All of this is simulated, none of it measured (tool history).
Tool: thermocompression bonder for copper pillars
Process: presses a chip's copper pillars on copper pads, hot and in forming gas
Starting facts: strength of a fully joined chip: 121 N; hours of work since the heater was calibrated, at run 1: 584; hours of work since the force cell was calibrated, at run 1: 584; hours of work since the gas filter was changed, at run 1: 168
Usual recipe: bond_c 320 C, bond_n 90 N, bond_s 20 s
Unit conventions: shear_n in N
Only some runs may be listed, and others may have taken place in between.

| run | day | bond_c | bond_n | bond_s | hours of work since the heater was calibrated | hours of work since the force cell was calibrated | hours of work since the gas filter was changed | shear_n |
|---|---|---|---|---|---|---|---|---|
| 1 | 0 | 320 | 90 | 20 | 584 | 584 | 168 | 59.7 |
| 2 | 2.196 | 320 | 90 | 20 | 605 | 605 | 190 | 59.5 |
| 3 | 4.621 | 320 | 90 | 41 | 629 | 629 | 213 | 73.9 |
| 4 | 5.921 | 320 | 85 | 41 | 641 | 641 | 226 | 70.9 |
| 5 | 7.429 | 320 | 85 | 41 | 656 | 656 | 241 | 69.4 |
| 6 | 9.417 | 320 | 65 | 20 | 676 | 676 | 260 | 48.5 |
| 7 | 11.433 | 320 | 123 | 15 | 695 | 695 | 280 | 60 |
|  | 11.875 | forming gas filter changed |
| 8 | 14.217 | 296 | 83 | 20 | 722 | 722 | 23 | 47.7 |
| 9 | 15.792 | 345 | 88 | 53 | 737 | 737 | 38 | 92.4 |
| 10 | 17.688 | 320 | 78 | 13 | 756 | 756 | 57 | 49.4 |
| 11 | 19.204 | 320 | 84 | 21 | 770 | 770 | 71 | 60.3 |
| 12 | 21.308 | 304 | 90 | 40 | 791 | 791 | 92 | 65.8 |

3 ways to go on from here, each from the tool as it stands after run 12. What would each give?
| A | 23.621 | 320 | 104 | 20 | 813 | 813 | 114 | ? |
| B | 23.621 | 293 | 102 | 29 | 813 | 813 | 114 | ? |
| C | 23.621 | 313 | 90 | 40 | 813 | 813 | 114 | ? |

| run | shear_n |
|---|---|
| A | 64.2 |
| B | 59.4 |
| C | 71.3 |
With the hidden condition removed and each run's random variation left untouched, the same runs would have given:
| run | shear_n |
|---|---|
| A | 67.5 |
| B | 62.4 |
| C | 74.8 |
